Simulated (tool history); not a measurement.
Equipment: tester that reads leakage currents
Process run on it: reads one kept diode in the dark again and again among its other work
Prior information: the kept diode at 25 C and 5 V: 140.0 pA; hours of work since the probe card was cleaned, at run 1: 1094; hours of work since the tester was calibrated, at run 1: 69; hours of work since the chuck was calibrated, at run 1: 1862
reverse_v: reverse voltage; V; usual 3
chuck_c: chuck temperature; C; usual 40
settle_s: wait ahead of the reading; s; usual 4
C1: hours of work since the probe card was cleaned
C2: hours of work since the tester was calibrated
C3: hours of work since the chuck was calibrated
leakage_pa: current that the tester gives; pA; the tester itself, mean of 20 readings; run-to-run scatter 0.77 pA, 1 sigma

run 1 hour=0 | reverse_v=3 chuck_c=40 settle_s=4 | C1=1094 C2=69 C3=1862 | leakage_pa=487.04
run 2 hour=115.9 | reverse_v=3 chuck_c=40 settle_s=4 | C1=1185 C2=160 C3=1953 | leakage_pa=489.51
run 3 hour=228.4 | reverse_v=3 chuck_c=22 settle_s=4 | C1=1273 C2=248 C3=2041 | leakage_pa=94.14
-- hour=323.1 probe card cleaned and baked
run 4 hour=345 | reverse_v=3 chuck_c=40 settle_s=4 | C1=17 C2=337 C3=2130 | leakage_pa=488.32
-- hour=367.6 chuck's temperature calibrated
run 5 hour=447.7 | reverse_v=3 chuck_c=40 settle_s=4 | C1=96 C2=416 C3=63 | leakage_pa=464.16
run 6 hour=594.2 | reverse_v=3 chuck_c=40 settle_s=9.01 | C1=211 C2=531 C3=178 | leakage_pa=464.22
run 7 hour=732.8 | reverse_v=3 chuck_c=40 settle_s=4 | C1=320 C2=639 C3=286 | leakage_pa=466.35
run 8 hour=806.3 | reverse_v=3 chuck_c=40 settle_s=4 | C1=377 C2=697 C3=344 | leakage_pa=466.41
run 9 hour=963.3 | reverse_v=3 chuck_c=40 settle_s=4 | C1=500 C2=820 C3=467 | leakage_pa=467.8
run 10 hour=1086.4 | reverse_v=3 chuck_c=40 settle_s=4 | C1=597 C2=916 C3=563 | leakage_pa=468.52
-- hour=1095.8 tester calibrated
run 11 hour=1176.7 | reverse_v=3 chuck_c=40 settle_s=4 | C1=666 C2=63 C3=633 | leakage_pa=468.68
run 12 hour=1260.3 | reverse_v=3 chuck_c=40 settle_s=4 | C1=731 C2=129 C3=698 | leakage_pa=468.53
run 13 hour=1342.3 | reverse_v=3 chuck_c=40 settle_s=4 | C1=796 C2=193 C3=762 | leakage_pa=469.4
-- hour=1368.5 tester calibrated, once more
run 14 hour=1475.3 | reverse_v=3 chuck_c=40 settle_s=4 | C1=898 C2=84 C3=865 | leakage_pa=475.35
run 15 hour=1594.8 | reverse_v=3 chuck_c=40 settle_s=4 | C1=992 C2=177 C3=959 | leakage_pa=477
run 16 hour=1692.6 | reverse_v=3 chuck_c=40 settle_s=4 | C1=1069 C2=254 C3=1035 | leakage_pa=477.17
run 17 hour=1847.1 | reverse_v=13.76 chuck_c=40 settle_s=0.68 | C1=1190 C2=375 C3=1156 | leakage_pa=859.21
run 18 hour=1912.4 | reverse_v=3.07 chuck_c=40 settle_s=0.68 | C1=1241 C2=426 C3=1208 | leakage_pa=484.1
-- hour=2045.1 probe card cleaned and baked
run 19 hour=2061.8 | reverse_v=3 chuck_c=54 settle_s=1.02 | C1=13 C2=541 C3=1322 | leakage_pa=1547.34
run 20 hour=2219.4 | reverse_v=2.11 chuck_c=40 settle_s=2.33 | C1=137 C2=665 C3=1446 | leakage_pa=418.26
run 21 hour=2321.5 | reverse_v=2.34 chuck_c=40 settle_s=0.5 | C1=217 C2=745 C3=1526 | leakage_pa=434.95
run 22 hour=2397.9 | reverse_v=3.46 chuck_c=40 settle_s=0.5 | C1=277 C2=805 C3=1586 | leakage_pa=507.5
run 23 hour=2524.7 | reverse_v=3.46 chuck_c=40 settle_s=0.5 | C1=376 C2=904 C3=1685 | leakage_pa=507.57
run 24 hour=2606.2 | reverse_v=3.48 chuck_c=60 settle_s=4 | C1=440 C2=968 C3=1749 | leakage_pa=2647.63
run 25 hour=2732.9 | reverse_v=3.48 chuck_c=60 settle_s=4 | C1=539 C2=1067 C3=1848 | leakage_pa=2655.04
run 26 hour=2874 | reverse_v=3.48 chuck_c=60 settle_s=4 | C1=650 C2=1178 C3=1959 | leakage_pa=2648.86
run 27 hour=2970.4 | reverse_v=5.54 chuck_c=40 settle_s=1.82 | C1=725 C2=1253 C3=2035 | leakage_pa=608.03

Here are 5 independent what-if runs from the current tool condition. What would each one return?
run A hour=3086.1 | reverse_v=3 chuck_c=23 settle_s=4 | C1=816 C2=1344 C3=2125 | leakage_pa=?
run B hour=3086.1 | reverse_v=5.54 chuck_c=40 settle_s=4.18 | C1=816 C2=1344 C3=2125 | leakage_pa=?
run C hour=3086.1 | reverse_v=1.43 chuck_c=40 settle_s=1.95 | C1=816 C2=1344 C3=2125 | leakage_pa=?
run D hour=3086.1 | reverse_v=3.12 chuck_c=22 settle_s=0.92 | C1=816 C2=1344 C3=2125 | leakage_pa=?
run E hour=3086.1 | reverse_v=6.49 chuck_c=58 settle_s=5.63 | C1=816 C2=1344 C3=2125 | leakage_pa=?

run=A leakage_pa=101.62
run=B leakage_pa=611.15
run=C leakage_pa=367.37
run=D leakage_pa=94.31
run=E leakage_pa=2878.34
Without the tool's unlogged condition, the same runs would have read:
run=A leakage_pa=95.35
run=B leakage_pa=584.37
run=C leakage_pa=352.44
run=D leakage_pa=88.3
run=E leakage_pa=2778.52
